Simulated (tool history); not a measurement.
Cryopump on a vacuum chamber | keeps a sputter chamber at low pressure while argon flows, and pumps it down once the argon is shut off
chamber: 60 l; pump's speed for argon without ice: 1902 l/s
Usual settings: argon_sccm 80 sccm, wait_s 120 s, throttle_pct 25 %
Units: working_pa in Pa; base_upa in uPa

run,hour,argon_sccm,wait_s,throttle_pct,working_pa,base_upa
1,0.0,80,120,25,0.2907,0.68
2,31.4,80,120,24,0.3030,0.68
3,55.6,80,120,24,0.3036,0.70
4,98.6,80,120,24,0.3051,0.77
5,121.3,80,120,15,0.4829,0.71
6,146.7,80,120,15,0.4830,0.73
7,174.9,80,120,15,0.4846,0.75
8,207.6,80,105,15,0.4861,0.82
9,234.2,80,58,15,0.4854,1.22
10,269.1,80,58,15,0.4846,1.22
11,307.6,80,120,25,0.2957,0.80
# hour 339.7: pump warmed up, emptied and cooled again
12,348.1,52,120,25,0.1856,0.75
13,391.6,52,288,25,0.1866,0.52
14,424.5,52,288,25,0.1870,0.51
15,456.4,80,120,25,0.2864,0.77
16,490.3,80,120,25,0.2895,0.82
17,508.7,80,120,25,0.2890,0.81
18,538.5,80,120,25,0.2880,0.79
19,563.3,80,120,25,0.2896,0.76
20,598.4,141,120,29,0.4421,0.82
21,624.6,141,120,29,0.4469,0.84
22,647.0,62,120,29,0.1960,0.83
23,673.4,62,120,29,0.1976,0.82
24,696.8,100,68,36,0.2568,1.14
25,723.9,80,120,49,0.1537,0.82
26,759.5,66,120,49,0.1283,0.84
27,800.6,66,120,49,0.1289,0.89
28,826.9,104,75,35,0.2821,1.13
29,870.5,104,75,35,0.2794,1.11
30,890.1,145,32,25,0.5389,2.04
31,933.1,80,120,22,0.3363,0.92
# hour 967.4: pump warmed up, emptied and cooled again
32,981.1,80,120,22,0.3248,0.83
33,1000.5,80,120,22,0.3263,0.85
34,1043.5,80,34,26,0.2769,1.94

Forecast each of these 4 alternatives for the next run:
A,1069.9,69,120,56,?,?
B,1069.9,80,207,34,?,?
C,1069.9,69,34,22,?,?
D,1069.9,112,34,22,?,?

run,working_pa,base_upa
A,0.1132,0.85
B,0.2138,0.67
C,0.2851,1.91
D,0.4595,1.91
Without the tool's hidden state the same runs would have given:
run,working_pa,base_upa
A,0.1097,0.56
B,0.2097,0.38
C,0.2815,1.63
D,0.4537,1.62
